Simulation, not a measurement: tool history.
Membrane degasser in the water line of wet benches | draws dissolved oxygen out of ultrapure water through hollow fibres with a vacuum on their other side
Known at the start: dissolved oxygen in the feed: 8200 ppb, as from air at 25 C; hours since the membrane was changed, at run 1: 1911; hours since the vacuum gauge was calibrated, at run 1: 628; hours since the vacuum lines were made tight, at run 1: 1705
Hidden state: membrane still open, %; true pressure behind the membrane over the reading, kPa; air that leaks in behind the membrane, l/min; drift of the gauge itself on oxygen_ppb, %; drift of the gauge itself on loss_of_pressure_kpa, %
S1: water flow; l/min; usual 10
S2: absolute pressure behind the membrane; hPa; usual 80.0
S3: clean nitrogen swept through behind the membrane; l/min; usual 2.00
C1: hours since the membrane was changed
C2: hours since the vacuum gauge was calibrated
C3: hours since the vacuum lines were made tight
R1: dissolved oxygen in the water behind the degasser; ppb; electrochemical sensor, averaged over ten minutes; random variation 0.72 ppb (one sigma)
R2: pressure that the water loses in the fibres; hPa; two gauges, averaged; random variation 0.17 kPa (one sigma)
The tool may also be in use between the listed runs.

run,hour,S1,S2,S3,C1,C2,C3,R1,R2
1,0.0,10,80.0,2.00,1911,628,1705,67.5,275.3
2,137.4,10,80.0,2.00,2049,766,1842,66.7,275.3
3,232.5,10,80.0,3.98,2144,861,1937,39.0,274.9
4,366.9,10,80.0,3.98,2278,995,2072,38.1,273.6
5,512.2,9,80.0,2.00,2423,1140,2217,59.5,247.0
6,624.5,9,80.0,2.00,2536,1253,2329,60.0,249.8
7,696.7,10,80.0,2.00,2608,1325,2402,67.2,272.5
8,807.3,10,80.0,1.03,2718,1436,2512,121.3,276.8
9,958.5,10,80.0,2.00,2870,1587,2664,67.3,275.5
10,1050.8,10,80.0,2.00,2962,1679,2756,68.5,274.0
11,1144.1,10,80.0,2.00,3055,1772,2849,67.7,278.8
12,1244.0,10,80.0,0.81,3155,1872,2949,146.7,275.6
13,1329.9,8,80.0,0.81,3241,1958,3035,121.7,219.0
14,1460.8,10,80.0,2.00,3372,2089,3166,67.8,278.2
15,1557.2,10,80.0,2.00,3468,2185,3262,68.0,277.1
16,1646.3,12,80.0,2.00,3558,2275,3351,83.8,333.8
17,1785.6,12,80.0,2.00,3697,2414,3491,84.1,336.6
18,1853.1,12,80.0,2.31,3764,2481,3558,74.6,335.4
19,1949.0,8,66.3,1.80,3860,2577,3654,43.5,219.4
20,2061.6,8,66.3,1.80,3973,2690,3767,44.0,221.5
21,2181.0,12,99.0,4.97,4092,2809,3886,53.9,332.0
22,2332.1,11,99.0,5.94,4243,2960,4037,41.5,304.6
23,2470.6,8,80.0,1.31,4382,3099,4176,80.4,223.0
24,2536.4,8,80.0,1.94,4448,3165,4241,55.3,225.3
25,2691.4,8,86.1,0.81,4603,3320,4396,134.5,220.9
26,2781.9,8,86.1,0.81,4693,3410,4487,136.1,225.0
27,2888.8,15,101.5,3.28,4800,3517,4594,101.3,418.4
28,2967.0,10,137.1,3.29,4878,3595,4672,89.6,279.3
29,3074.7,10,151.5,2.00,4986,3703,4780,159.7,276.3
30,3168.2,10,151.5,2.00,5079,3796,4873,159.1,277.7
31,3275.0,10,175.1,3.01,5186,3903,4980,129.6,281.9
32,3362.0,10,54.1,3.01,5273,3990,5067,27.8,277.1

Forecast each of these 4 alternatives for the next run:
A,3425.6,10,54.1,0.84,5337,4054,5131,?,?
B,3425.6,15,161.5,3.01,5337,4054,5131,?,?
C,3425.6,9,199.3,2.00,5337,4054,5131,?,?
D,3425.6,10,151.7,2.79,5337,4054,5131,?,?

run,R1,R2
A,75.5,281.1
B,180.3,421.4
C,195.0,253.9
D,119.7,281.6
Without the tool's hidden state the same runs would have given:
run,R1,R2
A,68.3,274.3
B,172.4,411.1
C,186.1,247.8
D,113.6,274.8

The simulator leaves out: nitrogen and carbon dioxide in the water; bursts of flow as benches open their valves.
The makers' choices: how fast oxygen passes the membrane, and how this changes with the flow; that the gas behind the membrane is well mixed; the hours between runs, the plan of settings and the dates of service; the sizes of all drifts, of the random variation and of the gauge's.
